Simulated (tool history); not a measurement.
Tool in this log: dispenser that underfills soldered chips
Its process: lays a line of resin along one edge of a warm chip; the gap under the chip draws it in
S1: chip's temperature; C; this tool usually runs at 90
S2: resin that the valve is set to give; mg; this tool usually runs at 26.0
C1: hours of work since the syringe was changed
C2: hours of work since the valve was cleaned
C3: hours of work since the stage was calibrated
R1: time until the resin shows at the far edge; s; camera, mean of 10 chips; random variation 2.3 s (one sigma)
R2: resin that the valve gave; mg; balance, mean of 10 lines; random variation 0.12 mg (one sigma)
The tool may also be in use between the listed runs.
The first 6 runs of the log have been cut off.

Run 7, hour 26.9: usual settings but S2 27.2 mg; C1 10; C2 4; C3 190. Result: R1 403.8 s, R2 27.02 mg.
At hour 28.0: new syringe of resin.
Run 8, hour 33.2: usual settings but S2 26.5 mg; C1 3; C2 8; C3 194. Result: R1 266.3 s, R2 26.40 mg.
Run 9, hour 38.6: usual settings; C1 7; C2 11; C3 198. Result: R1 331.6 s, R2 25.47 mg.
At hour 44.3: new syringe of resin.
Run 10, hour 45.7: usual settings; C1 1; C2 16; C3 202. Result: R1 227.7 s, R2 25.86 mg.
Run 11, hour 52.9: usual settings but S1 96 C; C1 6; C2 21; C3 207. Result: R1 246.9 s, R2 25.57 mg.
Run 12, hour 59.6: usual settings but S1 96 C; C1 10; C2 25; C3 212. Result: R1 327.5 s, R2 25.62 mg.
At hour 60.5: new syringe of resin.
Run 13, hour 64.5: usual settings but S1 96 C; C1 3; C2 28; C3 215. Result: R1 204.5 s, R2 25.46 mg.
Run 14, hour 70.0: usual settings but S1 96 C; C1 6; C2 32; C3 218. Result: R1 259.6 s, R2 25.30 mg.
Run 15, hour 74.8: usual settings but S1 96 C; C1 9; C2 35; C3 221. Result: R1 311.9 s, R2 25.51 mg.
At hour 77.0: new syringe of resin.
Run 16, hour 78.6: usual settings but S1 96 C; C1 1; C2 37; C3 224. Result: R1 191.5 s, R2 25.52 mg.
Run 17, hour 84.5: usual settings but S1 96 C; C1 5; C2 41; C3 227. Result: R1 245.4 s, R2 25.66 mg.
Run 18, hour 89.3: usual settings but S1 96 C; C1 8; C2 44; C3 231. Result: R1 291.4 s, R2 25.48 mg.
At hour 93.5: new syringe of resin.
Run 19, hour 96.8: usual settings but S1 96 C; C1 2; C2 49; C3 235. Result: R1 201.1 s, R2 25.27 mg.
Run 20, hour 101.1: usual settings but S1 77 C, S2 27.0 mg; C1 5; C2 52; C3 238. Result: R1 466.8 s, R2 26.17 mg.
Run 21, hour 107.8: usual settings but S1 77 C, S2 27.0 mg; C1 9; C2 56; C3 243. Result: R1 621.9 s, R2 26.15 mg.
At hour 109.9: new syringe of resin.
Run 22, hour 113.3: usual settings but S1 78 C, S2 27.5 mg; C1 2; C2 59; C3 246. Result: R1 375.3 s, R2 26.80 mg.

Predict the results of run 23:
Run 23, hour 117.3: usual settings but S1 78 C, S2 23.2 mg; C1 5; C2 62; C3 249. Result: R1 ?, R2 ?.

Run 23 measured R1 466.3 s, R2 22.44 mg.
Without the tool's hidden state the same run would have given R1 362.5 s, R2 23.18 mg.
